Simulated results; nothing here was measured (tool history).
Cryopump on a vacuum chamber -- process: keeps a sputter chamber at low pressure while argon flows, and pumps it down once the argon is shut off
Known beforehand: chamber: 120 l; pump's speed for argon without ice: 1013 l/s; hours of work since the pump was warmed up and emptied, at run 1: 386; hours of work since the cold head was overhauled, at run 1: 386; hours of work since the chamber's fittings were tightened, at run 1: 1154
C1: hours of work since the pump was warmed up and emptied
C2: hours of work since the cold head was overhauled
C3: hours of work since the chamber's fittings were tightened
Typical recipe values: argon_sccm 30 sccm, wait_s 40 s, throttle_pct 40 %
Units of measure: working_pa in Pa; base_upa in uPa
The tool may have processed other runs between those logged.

{"run": 1, "hour": 0.0, "argon_sccm": 30, "wait_s": 40, "throttle_pct": 40, "C1": 386, "C2": 386, "C3": 1154, "working_pa": 0.1465, "base_upa": 3.01}
{"run": 2, "hour": 28.2, "argon_sccm": 30, "wait_s": 40, "throttle_pct": 57, "C1": 408, "C2": 408, "C3": 1176, "working_pa": 0.1099, "base_upa": 3.14}
{"hour": 47.2, "done": "pump warmed up, emptied and cooled again"}
{"run": 3, "hour": 61.8, "argon_sccm": 30, "wait_s": 287, "throttle_pct": 40, "C1": 12, "C2": 430, "C3": 1199, "working_pa": 0.1257, "base_upa": 1.72}
{"run": 4, "hour": 87.9, "argon_sccm": 30, "wait_s": 40, "throttle_pct": 18, "C1": 32, "C2": 451, "C3": 1219, "working_pa": 0.2791, "base_upa": 2.59}
{"run": 5, "hour": 118.2, "argon_sccm": 29, "wait_s": 40, "throttle_pct": 40, "C1": 56, "C2": 475, "C3": 1243, "working_pa": 0.1234, "base_upa": 2.57}
{"run": 6, "hour": 138.3, "argon_sccm": 29, "wait_s": 37, "throttle_pct": 40, "C1": 72, "C2": 490, "C3": 1259, "working_pa": 0.1249, "base_upa": 2.71}
{"run": 7, "hour": 163.4, "argon_sccm": 30, "wait_s": 40, "throttle_pct": 40, "C1": 91, "C2": 510, "C3": 1279, "working_pa": 0.1284, "base_upa": 2.71}
{"run": 8, "hour": 202.3, "argon_sccm": 30, "wait_s": 40, "throttle_pct": 40, "C1": 122, "C2": 541, "C3": 1309, "working_pa": 0.1308, "base_upa": 2.73}
{"run": 9, "hour": 227.6, "argon_sccm": 30, "wait_s": 40, "throttle_pct": 40, "C1": 142, "C2": 561, "C3": 1329, "working_pa": 0.1312, "base_upa": 2.78}
{"run": 10, "hour": 250.4, "argon_sccm": 30, "wait_s": 40, "throttle_pct": 40, "C1": 160, "C2": 579, "C3": 1347, "working_pa": 0.1315, "base_upa": 2.9}
{"run": 11, "hour": 274.4, "argon_sccm": 30, "wait_s": 40, "throttle_pct": 40, "C1": 179, "C2": 597, "C3": 1366, "working_pa": 0.1331, "base_upa": 2.84}
{"run": 12, "hour": 291.0, "argon_sccm": 30, "wait_s": 40, "throttle_pct": 40, "C1": 192, "C2": 611, "C3": 1379, "working_pa": 0.1328, "base_upa": 2.99}
{"run": 13, "hour": 325.0, "argon_sccm": 30, "wait_s": 40, "throttle_pct": 40, "C1": 218, "C2": 637, "C3": 1406, "working_pa": 0.1352, "base_upa": 2.98}
{"run": 14, "hour": 346.5, "argon_sccm": 30, "wait_s": 40, "throttle_pct": 40, "C1": 235, "C2": 654, "C3": 1423, "working_pa": 0.1348, "base_upa": 3.07}
{"run": 15, "hour": 387.0, "argon_sccm": 30, "wait_s": 40, "throttle_pct": 40, "C1": 267, "C2": 686, "C3": 1454, "working_pa": 0.1386, "base_upa": 3.24}
{"run": 16, "hour": 425.6, "argon_sccm": 22, "wait_s": 40, "throttle_pct": 40, "C1": 298, "C2": 716, "C3": 1485, "working_pa": 0.1021, "base_upa": 3.32}
{"run": 17, "hour": 446.0, "argon_sccm": 22, "wait_s": 40, "throttle_pct": 40, "C1": 314, "C2": 732, "C3": 1501, "working_pa": 0.103, "base_upa": 3.25}
{"run": 18, "hour": 467.9, "argon_sccm": 32, "wait_s": 29, "throttle_pct": 40, "C1": 331, "C2": 750, "C3": 1518, "working_pa": 0.1513, "base_upa": 3.81}
{"run": 19, "hour": 491.7, "argon_sccm": 46, "wait_s": 33, "throttle_pct": 25, "C1": 349, "C2": 768, "C3": 1537, "working_pa": 0.3319, "base_upa": 3.69}
{"run": 20, "hour": 531.3, "argon_sccm": 46, "wait_s": 33, "throttle_pct": 25, "C1": 381, "C2": 799, "C3": 1568, "working_pa": 0.3368, "base_upa": 3.87}
{"run": 21, "hour": 552.9, "argon_sccm": 15, "wait_s": 33, "throttle_pct": 25, "C1": 398, "C2": 816, "C3": 1585, "working_pa": 0.1105, "base_upa": 3.89}
{"run": 22, "hour": 571.7, "argon_sccm": 15, "wait_s": 33, "throttle_pct": 25, "C1": 412, "C2": 831, "C3": 1600, "working_pa": 0.1105, "base_upa": 3.81}
{"hour": 583.8, "done": "pump warmed up, emptied and cooled again"}
{"run": 23, "hour": 613.4, "argon_sccm": 30, "wait_s": 222, "throttle_pct": 16, "C1": 23, "C2": 860, "C3": 1628, "working_pa": 0.315, "base_upa": 2.17}
{"run": 24, "hour": 634.3, "argon_sccm": 29, "wait_s": 42, "throttle_pct": 49, "C1": 40, "C2": 877, "C3": 1645, "working_pa": 0.1009, "base_upa": 2.94}
{"run": 25, "hour": 670.0, "argon_sccm": 29, "wait_s": 42, "throttle_pct": 49, "C1": 68, "C2": 905, "C3": 1673, "working_pa": 0.1011, "base_upa": 3.13}
{"run": 26, "hour": 693.5, "argon_sccm": 29, "wait_s": 21, "throttle_pct": 20, "C1": 86, "C2": 923, "C3": 1691, "working_pa": 0.2462, "base_upa": 3.85}
{"run": 27, "hour": 710.6, "argon_sccm": 18, "wait_s": 40, "throttle_pct": 45, "C1": 100, "C2": 936, "C3": 1705, "working_pa": 0.0697, "base_upa": 3.23}
{"run": 28, "hour": 742.0, "argon_sccm": 31, "wait_s": 256, "throttle_pct": 53, "C1": 124, "C2": 961, "C3": 1730, "working_pa": 0.1036, "base_upa": 2.39}
{"run": 29, "hour": 760.2, "argon_sccm": 37, "wait_s": 53, "throttle_pct": 32, "C1": 139, "C2": 976, "C3": 1744, "working_pa": 0.2005, "base_upa": 3.03}
{"run": 30, "hour": 780.0, "argon_sccm": 30, "wait_s": 76, "throttle_pct": 41, "C1": 154, "C2": 991, "C3": 1759, "working_pa": 0.1289, "base_upa": 2.72}
{"run": 31, "hour": 797.8, "argon_sccm": 15, "wait_s": 96, "throttle_pct": 41, "C1": 168, "C2": 1005, "C3": 1773, "working_pa": 0.0654, "base_upa": 2.85}
{"run": 32, "hour": 827.9, "argon_sccm": 21, "wait_s": 46, "throttle_pct": 35, "C1": 192, "C2": 1029, "C3": 1797, "working_pa": 0.1054, "base_upa": 3.31}
{"run": 33, "hour": 850.7, "argon_sccm": 21, "wait_s": 46, "throttle_pct": 35, "C1": 210, "C2": 1047, "C3": 1815, "working_pa": 0.1065, "base_upa": 3.43}

Results per run with the tool's hidden condition removed, run-to-run variation unchanged:
Hidden state at play: pump's speed, % of a pump's without ice; cold plate's temperature, K; leak into the chamber, uPa l/s; drift of the gauge itself on working_pa, %; drift of the gauge itself on base_upa, %.
run=1 working_pa=0.1261 base_upa=1.24
run=2 working_pa=0.0879 base_upa=1.26
run=3 working_pa=0.125 base_upa=0.43
run=4 working_pa=0.2775 base_upa=1.28
run=5 working_pa=0.121 base_upa=1.22
run=6 working_pa=0.1218 base_upa=1.31
run=7 working_pa=0.1245 base_upa=1.26
run=8 working_pa=0.1256 base_upa=1.22
run=9 working_pa=0.125 base_upa=1.24
run=10 working_pa=0.1246 base_upa=1.28
run=11 working_pa=0.1253 base_upa=1.21
run=12 working_pa=0.1242 base_upa=1.28
run=13 working_pa=0.1252 base_upa=1.23
run=14 working_pa=0.1239 base_upa=1.23
run=15 working_pa=0.1258 base_upa=1.27
run=16 working_pa=0.0914 base_upa=1.25
run=17 working_pa=0.0916 base_upa=1.22
run=18 working_pa=0.1336 base_upa=1.64
run=19 working_pa=0.3048 base_upa=1.49
run=20 working_pa=0.3062 base_upa=1.48
run=21 working_pa=0.0999 base_upa=1.47
run=22 working_pa=0.0994 base_upa=1.41
run=23 working_pa=0.3138 base_upa=0.45
run=24 working_pa=0.0991 base_upa=1.21
run=25 working_pa=0.0982 base_upa=1.27
run=26 working_pa=0.2426 base_upa=2.05
run=27 working_pa=0.067 base_upa=1.28
run=28 working_pa=0.0979 base_upa=0.44
run=29 working_pa=0.1929 base_upa=1.02
run=30 working_pa=0.122 base_upa=0.73
run=31 working_pa=0.0616 base_upa=0.7
run=32 working_pa=0.0993 base_upa=1.12
run=33 working_pa=0.0997 base_upa=1.16
